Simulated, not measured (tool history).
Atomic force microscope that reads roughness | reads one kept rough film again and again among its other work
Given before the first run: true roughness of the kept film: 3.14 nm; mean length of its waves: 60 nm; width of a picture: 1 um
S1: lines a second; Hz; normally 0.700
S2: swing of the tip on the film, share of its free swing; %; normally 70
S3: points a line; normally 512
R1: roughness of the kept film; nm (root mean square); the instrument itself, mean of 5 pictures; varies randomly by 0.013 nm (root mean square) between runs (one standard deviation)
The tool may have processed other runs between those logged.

| run | hour | S1 | S2 | S3 | R1 |
|---|---|---|---|---|---|
| 1 | 0.0 | 0.700 | 70 | 512 | 2.798 |
|  | 2.2 | new tip fitted |
| 2 | 5.2 | 0.700 | 70 | 512 | 2.990 |
| 3 | 12.1 | 0.700 | 70 | 512 | 2.968 |
| 4 | 20.7 | 0.700 | 70 | 512 | 2.940 |
| 5 | 30.9 | 0.700 | 86 | 512 | 2.856 |
| 6 | 42.5 | 0.700 | 86 | 512 | 2.810 |
| 7 | 51.3 | 0.700 | 86 | 512 | 2.796 |
|  | 53.0 | height scale calibrated on a step standard |
| 8 | 61.1 | 0.700 | 86 | 512 | 2.768 |
|  | 68.5 | new tip fitted |
| 9 | 70.3 | 0.700 | 70 | 512 | 3.003 |
| 10 | 77.8 | 0.700 | 70 | 512 | 2.974 |
| 11 | 85.4 | 0.586 | 57 | 495 | 2.981 |
| 12 | 93.7 | 2.860 | 70 | 558 | 2.827 |
| 13 | 100.6 | 2.796 | 60 | 424 | 2.866 |
| 14 | 109.5 | 2.318 | 70 | 723 | 2.779 |
| 15 | 121.1 | 1.398 | 70 | 560 | 2.816 |
|  | 123.1 | height scale calibrated on a step standard, once more |
| 16 | 132.4 | 1.398 | 70 | 560 | 2.766 |
|  | 134.7 | new tip fitted |
| 17 | 144.1 | 3.066 | 71 | 560 | 2.847 |
| 18 | 150.7 | 3.066 | 71 | 560 | 2.828 |

What if the next run were any one of these 5? Each begins from the tool's condition after run 18:
| A | 156.7 | 2.932 | 71 | 305 | ? |
| B | 156.7 | 0.700 | 83 | 512 | ? |
| C | 156.7 | 3.768 | 66 | 279 | ? |
| D | 156.7 | 3.747 | 65 | 638 | ? |
| E | 156.7 | 1.886 | 60 | 512 | ? |

| run | R1 |
|---|---|
| A | 2.819 |
| B | 2.900 |
| C | 2.840 |
| D | 2.820 |
| E | 2.928 |
Stripped of hidden state, with their random variation kept, the same runs would have yielded:
| run | R1 |
|---|---|
| A | 2.887 |
| B | 2.970 |
| C | 2.908 |
| D | 2.888 |
| E | 2.998 |
